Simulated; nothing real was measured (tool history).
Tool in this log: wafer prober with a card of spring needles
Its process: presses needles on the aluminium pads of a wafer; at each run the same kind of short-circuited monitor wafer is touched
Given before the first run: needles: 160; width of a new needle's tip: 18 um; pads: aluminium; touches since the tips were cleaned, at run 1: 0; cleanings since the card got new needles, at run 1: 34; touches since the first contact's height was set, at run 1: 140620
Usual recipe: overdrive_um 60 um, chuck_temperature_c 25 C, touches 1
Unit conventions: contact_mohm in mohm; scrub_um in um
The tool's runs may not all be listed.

run   hour  overdrive_um  chuck_temperature_c  touches  touches since the tips were cleaned  cleanings since the card got new needles  touches since the first contact's height was set  contact_mohm  scrub_um
  1    0.0            60                   25        1                                    0                                        34                                            140620           129      9.73
      19.9  -- tips cleaned on abrasive film
  2   26.5            60                   25        1                                 3265                                        35                                            153573           130      9.81
      38.6  -- tips cleaned on abrasive film
  3   42.0            60                   25        1                                 1635                                        36                                            161080           129      9.71
      58.4  -- tips cleaned on abrasive film
  4   72.9            60                   25        1                                 7116                                        37                                            176199           131      9.77
      78.3  -- tips cleaned on abrasive film
  5   90.5            60                   25        1                                 5989                                        38                                            184780           132      9.73
      97.0  -- tips cleaned on abrasive film
  6  113.4            53                   25        1                                 8069                                        39                                            195948           131      8.54
     115.5  -- tips cleaned on abrasive film
     120.9  -- height of the first contact set anew
  7  129.8            53                   25        1                                 6853                                        40                                              4352           131      8.78
     134.7  -- tips cleaned on abrasive film
  8  144.5            53                   25        1                                 4820                                        41                                             11501           137      8.65
     154.2  -- tips cleaned on abrasive film
     174.6  -- tips cleaned on abrasive film
  9  177.9            53                   25        1                                 1593                                        43                                             27756           134      8.59
     193.6  -- tips cleaned on abrasive film
 10  195.5            53                   25        1                                  955                                        44                                             36350           132      8.65
     211.6  -- tips cleaned on abrasive film
 11  221.1            53                   25        1                                 4642                                        45                                             48806           133      8.66
     231.8  -- tips cleaned on abrasive film
 12  242.7            53                   25        1                                 5385                                        46                                             59378           133      8.65
     250.9  -- tips cleaned on abrasive film
 13  258.5            53                   25        1                                 3731                                        47                                             67029           134      8.64
     271.4  -- tips cleaned on abrasive film
 14  285.5            53                   25        1                                 6886                                        48                                             80201           132      8.64
     290.4  -- tips cleaned on abrasive film
 15  305.0            60                   25        3                                 7189                                        49                                             89742           131      9.78
     309.4  -- tips cleaned on abrasive film
 16  326.1            60                   25        3                                 8150                                        50                                            100000           131      9.74
     328.2  -- tips cleaned on abrasive film
 17  343.6            60                   25        3                                 7564                                        51                                            108537           131      9.87
     346.8  -- tips cleaned on abrasive film
     366.2  -- tips cleaned on abrasive film
 18  369.2            42                   25        2                                 1468                                        53                                            120981           141      6.87
     384.2  -- tips cleaned on abrasive film
 19  400.2            42                   57        2                                 7830                                        54                                            136103           142      6.88
     403.5  -- tips cleaned on abrasive film
 20  418.7            42                   57        2                                 7456                                        55                                            145117           143      6.90
     422.7  -- tips cleaned on abrasive film
     441.8  -- tips cleaned on abrasive film
 21  446.1            66                   72        1                                 2099                                        57                                            158446           135     10.77
     461.1  -- tips cleaned on abrasive film
 22  463.0            54                  121        2                                  934                                        58                                            166664           148      8.74
     480.4  -- tips cleaned on abrasive film
 23  485.3            57                  121        3                                 2426                                        59                                            177563           149      9.26
     499.4  -- tips cleaned on abrasive film
 24  511.9            57                  121        3                                 6129                                        60                                            190526           147      9.42
     517.6  -- tips cleaned on abrasive film
     532.3  -- height of the first contact set anew
     537.9  -- tips cleaned on abrasive film
 25  540.6            69                   25        3                                 1323                                        62                                              3992           128     11.34
     556.7  -- tips cleaned on abrasive film
 26  556.7            60                   27        2                                    0                                        63                                             11808           130      9.77
 27  573.9            40                   27        1                                 8447                                        63                                             20255           141      6.52
     575.6  -- tips cleaned on abrasive film
     596.5  -- tips cleaned on abrasive film
 28  607.0            55                   25        1                                 5119                                        65                                             36369           132      8.95
     615.6  -- tips cleaned on abrasive film
 29  625.3            55                   25        1                                 4754                                        66                                             45310           129      8.95
     634.8  -- tips cleaned on abrasive film
 30  649.4            60                   43        2                                 7138                                        67                                             57035           135      9.83
     653.5  -- tips cleaned on abrasive film
     673.1  -- tips cleaned on abrasive film
 31  681.0            53                   47        3                                 3886                                        69                                             72437           136      8.62
     691.5  -- tips cleaned on abrasive film
 32  708.7            53                   47        3                                 8414                                        70                                             85955           140      8.67

Hidden condition of the tool, last listed run before each entry between runs versus first listed run after:
After run 1, before run 2: tips cleaned on abrasive film (hour 19.9)
  debris on the tips, nm: 0.1 -> 0.3
After run 2, before run 3: tips cleaned on abrasive film (hour 38.6)
  debris on the tips, nm: 0.3 -> 0.2
After run 3, before run 4: tips cleaned on abrasive film (hour 58.4)
  debris on the tips, nm: 0.2 -> 0.4
After run 4, before run 5: tips cleaned on abrasive film (hour 78.3)
  no difference in the tool's unlogged condition between these two runs
After run 5, before run 6: tips cleaned on abrasive film (hour 97.0)
  debris on the tips, nm: 0.4 -> 0.5
After run 6, before run 7: tips cleaned on abrasive film (hour 115.5); height of the first contact set anew (hour 120.9)
  debris on the tips, nm: 0.5 -> 0.4; way that the needles fall short of the set height, um: 0.01 -> 0
After run 7, before run 8: tips cleaned on abrasive film (hour 134.7)
  no difference in the tool's unlogged condition between these two runs
After run 8, before run 9: tips cleaned on abrasive film (hour 154.2); tips cleaned on abrasive film (hour 174.6)
  debris on the tips, nm: 0.4 -> 0.2
After run 9, before run 10: tips cleaned on abrasive film (hour 193.6)
  debris on the tips, nm: 0.2 -> 0.1
After run 10, before run 11: tips cleaned on abrasive film (hour 211.6)
  debris on the tips, nm: 0.1 -> 0.4
After run 11, before run 12: tips cleaned on abrasive film (hour 231.8)
  no difference in the tool's unlogged condition between these two runs
After run 12, before run 13: tips cleaned on abrasive film (hour 250.9)
  debris on the tips, nm: 0.4 -> 0.3
After run 13, before run 14: tips cleaned on abrasive film (hour 271.4)
  debris on the tips, nm: 0.3 -> 0.4
After run 14, before run 15: tips cleaned on abrasive film (hour 290.4)
  no difference in the tool's unlogged condition between these two runs
After run 15, before run 16: tips cleaned on abrasive film (hour 309.4)
  debris on the tips, nm: 0.4 -> 0.5
After run 16, before run 17: tips cleaned on abrasive film (hour 328.2)
  no difference in the tool's unlogged condition between these two runs
After run 17, before run 18: tips cleaned on abrasive film (hour 346.8); tips cleaned on abrasive film (hour 366.2)
  debris on the tips, nm: 0.5 -> 0.2; way that the needles fall short of the set height, um: 0 -> 0.01
After run 18, before run 19: tips cleaned on abrasive film (hour 384.2)
  debris on the tips, nm: 0.2 -> 0.5
After run 19, before run 20: tips cleaned on abrasive film (hour 403.5)
  no difference in the tool's unlogged condition between these two runs
After run 20, before run 21: tips cleaned on abrasive film (hour 422.7); tips cleaned on abrasive film (hour 441.8)
  debris on the tips, nm: 0.5 -> 0.2
After run 21, before run 22: tips cleaned on abrasive film (hour 461.1)
  debris on the tips, nm: 0.2 -> 0.1
After run 22, before run 23: tips cleaned on abrasive film (hour 480.4)
  debris on the tips, nm: 0.1 -> 0.3
After run 23, before run 24: tips cleaned on abrasive film (hour 499.4)
  debris on the tips, nm: 0.3 -> 0.4
After run 24, before run 25: tips cleaned on abrasive film (hour 517.6); height of the first contact set anew (hour 532.3); tips cleaned on abrasive film (hour 537.9)
  debris on the tips, nm: 0.4 -> 0.2; way that the needles fall short of the set height, um: 0.01 -> 0
After run 25, before run 26: tips cleaned on abrasive film (hour 556.7)
  debris on the tips, nm: 0.2 -> 0
After run 27, before run 28: tips cleaned on abrasive film (hour 575.6); tips cleaned on abrasive film (hour 596.5)
  debris on the tips, nm: 0.5 -> 0.4
After run 28, before run 29: tips cleaned on abrasive film (hour 615.6)
  no difference in the tool's unlogged condition between these two runs
After run 29, before run 30: tips cleaned on abrasive film (hour 634.8)
  debris on the tips, nm: 0.4 -> 0.5
After run 30, before run 31: tips cleaned on abrasive film (hour 653.5); tips cleaned on abrasive film (hour 673.1)
  debris on the tips, nm: 0.5 -> 0.3
After run 31, before run 32: tips cleaned on abrasive film (hour 691.5)
  debris on the tips, nm: 0.3 -> 0.5
